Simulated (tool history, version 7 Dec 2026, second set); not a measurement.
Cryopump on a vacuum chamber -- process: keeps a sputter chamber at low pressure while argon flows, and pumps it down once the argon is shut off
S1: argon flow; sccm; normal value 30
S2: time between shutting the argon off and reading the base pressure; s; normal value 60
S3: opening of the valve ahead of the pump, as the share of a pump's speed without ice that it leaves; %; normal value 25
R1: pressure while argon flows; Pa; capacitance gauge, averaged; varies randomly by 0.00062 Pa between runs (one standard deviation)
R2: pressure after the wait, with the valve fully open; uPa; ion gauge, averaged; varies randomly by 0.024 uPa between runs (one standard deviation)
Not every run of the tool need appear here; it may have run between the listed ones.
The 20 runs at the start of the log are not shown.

{"run": 21, "day": 20.346, "S1": 46, "S2": 204, "S3": 25, "R1": 0.1397, "R2": 0.54}
{"run": 22, "day": 21.729, "S1": 30, "S2": 124, "S3": 42, "R1": 0.0555, "R2": 0.73}
{"run": 23, "day": 22.538, "S1": 15, "S2": 23, "S3": 29, "R1": 0.0387, "R2": 2.29}
{"run": 24, "day": 23.379, "S1": 15, "S2": 23, "S3": 29, "R1": 0.0398, "R2": 2.28}
{"run": 25, "day": 24.75, "S1": 15, "S2": 23, "S3": 29, "R1": 0.04, "R2": 2.27}
{"run": 26, "day": 26.092, "S1": 15, "S2": 23, "S3": 29, "R1": 0.0401, "R2": 2.24}
{"run": 27, "day": 27.4, "S1": 30, "S2": 116, "S3": 52, "R1": 0.0448, "R2": 0.73}
{"run": 28, "day": 28.546, "S1": 30, "S2": 116, "S3": 52, "R1": 0.0448, "R2": 0.72}
{"run": 29, "day": 29.717, "S1": 30, "S2": 60, "S3": 60, "R1": 0.0392, "R2": 1.05}
{"run": 30, "day": 30.675, "S1": 30, "S2": 21, "S3": 25, "R1": 0.0917, "R2": 2.5}
{"run": 31, "day": 31.967, "S1": 48, "S2": 21, "S3": 25, "R1": 0.1479, "R2": 2.48}
{"run": 32, "day": 32.642, "S1": 48, "S2": 21, "S3": 25, "R1": 0.1472, "R2": 2.48}
{"run": 33, "day": 34.067, "S1": 19, "S2": 279, "S3": 36, "R1": 0.0412, "R2": 0.49}
{"run": 34, "day": 35.0, "S1": 33, "S2": 48, "S3": 25, "R1": 0.101, "R2": 1.31}
{"run": 35, "day": 36.367, "S1": 19, "S2": 38, "S3": 25, "R1": 0.0577, "R2": 1.54}

Here are 3 independent what-if runs from the current tool condition. What would each one return?
{"run": "A", "day": 37.708, "S1": 20, "S2": 77, "S3": 48, "R1": "?", "R2": "?"}
{"run": "B", "day": 37.708, "S1": 58, "S2": 151, "S3": 17, "R1": "?", "R2": "?"}
{"run": "C", "day": 37.708, "S1": 19, "S2": 204, "S3": 52, "R1": "?", "R2": "?"}

run=A R1=0.0327 R2=0.98
run=B R1=0.2604 R2=0.70
run=C R1=0.0295 R2=0.58
What these runs would have given with no unlogged condition in the tool:
run=A R1=0.0314 R2=0.73
run=B R1=0.2566 R2=0.46
run=C R1=0.0282 R2=0.35
